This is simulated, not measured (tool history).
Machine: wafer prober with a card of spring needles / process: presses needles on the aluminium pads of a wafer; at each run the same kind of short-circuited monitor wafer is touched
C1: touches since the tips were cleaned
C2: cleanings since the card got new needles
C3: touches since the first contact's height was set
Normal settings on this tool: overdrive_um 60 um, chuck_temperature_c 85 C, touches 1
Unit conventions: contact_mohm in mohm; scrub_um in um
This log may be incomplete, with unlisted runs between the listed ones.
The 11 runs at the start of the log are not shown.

At hour 74.8: tips cleaned on abrasive film.
At hour 75.9: height of the first contact set anew.
Run 12, hour 77.3: usual settings; C1 859; C2 85; C3 549. Result: contact_mohm 286 mohm, scrub_um 8.99 um.
At hour 80.3: tips cleaned on abrasive film.
At hour 85.2: tips cleaned on abrasive film.
Run 13, hour 87.2: usual settings; C1 823; C2 87; C3 4426. Result: contact_mohm 289 mohm, scrub_um 8.95 um.
At hour 90.5: tips cleaned on abrasive film.
Run 14, hour 93.6: usual settings but touches 2; C1 1237; C2 88; C3 6904. Result: contact_mohm 286 mohm, scrub_um 8.99 um.
At hour 95.6: tips cleaned on abrasive film.
At hour 100.8: tips cleaned on abrasive film.
Run 15, hour 102.8: usual settings but chuck_temperature_c 112 C, touches 2; C1 784; C2 90; C3 10492. Result: contact_mohm 292 mohm, scrub_um 8.94 um.
At hour 105.7: tips cleaned on abrasive film.
At hour 110.8: tips cleaned on abrasive film.
Run 16, hour 112.9: usual settings but chuck_temperature_c 112 C, touches 2; C1 835; C2 92; C3 14428. Result: contact_mohm 292 mohm, scrub_um 8.90 um.
At hour 116.1: tips cleaned on abrasive film.
Run 17, hour 118.1: usual settings but overdrive_um 69 um, chuck_temperature_c 99 C, touches 2; C1 769; C2 93; C3 16442. Result: contact_mohm 288 mohm, scrub_um 10.21 um.
At hour 121.5: tips cleaned on abrasive film.
Run 18, hour 124.2: usual settings but overdrive_um 69 um, chuck_temperature_c 99 C, touches 2; C1 1094; C2 94; C3 18840. Result: contact_mohm 288 mohm, scrub_um 10.20 um.
At hour 126.7: tips cleaned on abrasive film.
Run 19, hour 128.7: usual settings but overdrive_um 63 um; C1 824; C2 95; C3 20604. Result: contact_mohm 288 mohm, scrub_um 9.30 um.
At hour 131.9: tips cleaned on abrasive film.
Run 20, hour 135.2: usual settings but overdrive_um 63 um; C1 1300; C2 96; C3 23134. Result: contact_mohm 295 mohm, scrub_um 9.26 um.
At hour 137.1: tips cleaned on abrasive film.
At hour 142.3: tips cleaned on abrasive film.
Run 21, hour 145.0: usual settings but overdrive_um 76 um, chuck_temperature_c 63 C, touches 3; C1 1094; C2 98; C3 26950. Result: contact_mohm 271 mohm, scrub_um 11.16 um.
At hour 147.5: tips cleaned on abrasive film.
Run 22, hour 149.9: usual settings; C1 948; C2 99; C3 28862. Result: contact_mohm 293 mohm, scrub_um 8.83 um.
At hour 152.5: tips cleaned on abrasive film.
Run 23, hour 156.2: usual settings; C1 1481; C2 100; C3 31315. Result: contact_mohm 294 mohm, scrub_um 8.78 um.
At hour 157.7: tips cleaned on abrasive film.
At hour 162.8: tips cleaned on abrasive film.
Run 24, hour 164.0: usual settings but overdrive_um 57 um, chuck_temperature_c 112 C, touches 2; C1 486; C2 102; C3 34346. Result: contact_mohm 289 mohm, scrub_um 8.33 um.
At hour 168.2: tips cleaned on abrasive film.
At hour 173.2: tips cleaned on abrasive film.
Run 25, hour 173.3: usual settings but overdrive_um 59 um, chuck_temperature_c 35 C; C1 49; C2 104; C3 37949. Result: contact_mohm 267 mohm, scrub_um 8.56 um.
At hour 178.4: tips cleaned on abrasive film.
Run 26, hour 181.1: usual settings but overdrive_um 77 um, chuck_temperature_c 104 C, touches 2; C1 1074; C2 105; C3 41024. Result: contact_mohm 288 mohm, scrub_um 11.31 um.
At hour 183.7: tips cleaned on abrasive film.
At hour 188.9: tips cleaned on abrasive film.
Run 27, hour 191.2: usual settings but overdrive_um 67 um, chuck_temperature_c 104 C, touches 2; C1 909; C2 107; C3 44951. Result: contact_mohm 287 mohm, scrub_um 9.73 um.
At hour 193.9: tips cleaned on abrasive film.
At hour 199.2: tips cleaned on abrasive film.
Run 28, hour 201.0: usual settings but overdrive_um 53 um, chuck_temperature_c 122 C, touches 2; C1 713; C2 109; C3 48752. Result: contact_mohm 297 mohm, scrub_um 7.61 um.
At hour 204.3: tips cleaned on abrasive film.
Run 29, hour 206.8: usual settings but overdrive_um 59 um, chuck_temperature_c 25 C, touches 2; C1 1002; C2 110; C3 51022. Result: contact_mohm 272 mohm, scrub_um 8.45 um.
At hour 209.3: tips cleaned on abrasive film.
Run 30, hour 211.0: usual settings but overdrive_um 59 um, chuck_temperature_c 25 C, touches 2; C1 693; C2 111; C3 52680. Result: contact_mohm 266 mohm, scrub_um 8.50 um.
At hour 214.7: tips cleaned on abrasive film.
Run 31, hour 217.1: usual settings but overdrive_um 46 um; C1 961; C2 112; C3 55041. Result: contact_mohm 307 mohm, scrub_um 6.50 um.

Alternative continuations, all from the tool just after run 31; predict every row:
At hour 219.8: tips cleaned on abrasive film.
At hour 224.7: tips cleaned on abrasive film.
Run A, hour 227.3: usual settings but overdrive_um 42 um, chuck_temperature_c 54 C, touches 3; C1 1020; C2 114; C3 59025. Result: contact_mohm ?, scrub_um ?.
At hour 219.8: tips cleaned on abrasive film.
At hour 224.7: tips cleaned on abrasive film.
Run B, hour 227.3: usual settings but overdrive_um 63 um, touches 3; C1 1020; C2 114; C3 59025. Result: contact_mohm ?, scrub_um ?.
At hour 219.8: tips cleaned on abrasive film.
At hour 224.7: tips cleaned on abrasive film.
Run C, hour 227.3: usual settings but overdrive_um 46 um, touches 2; C1 1020; C2 114; C3 59025. Result: contact_mohm ?, scrub_um ?.

run  contact_mohm  scrub_um
  A           286      5.82
  B           282      9.00
  C           299      6.46
What these runs would have given with no unlogged condition in the tool:
run  contact_mohm  scrub_um
  A           270      6.23
  B           274      9.42
  C           281      6.87
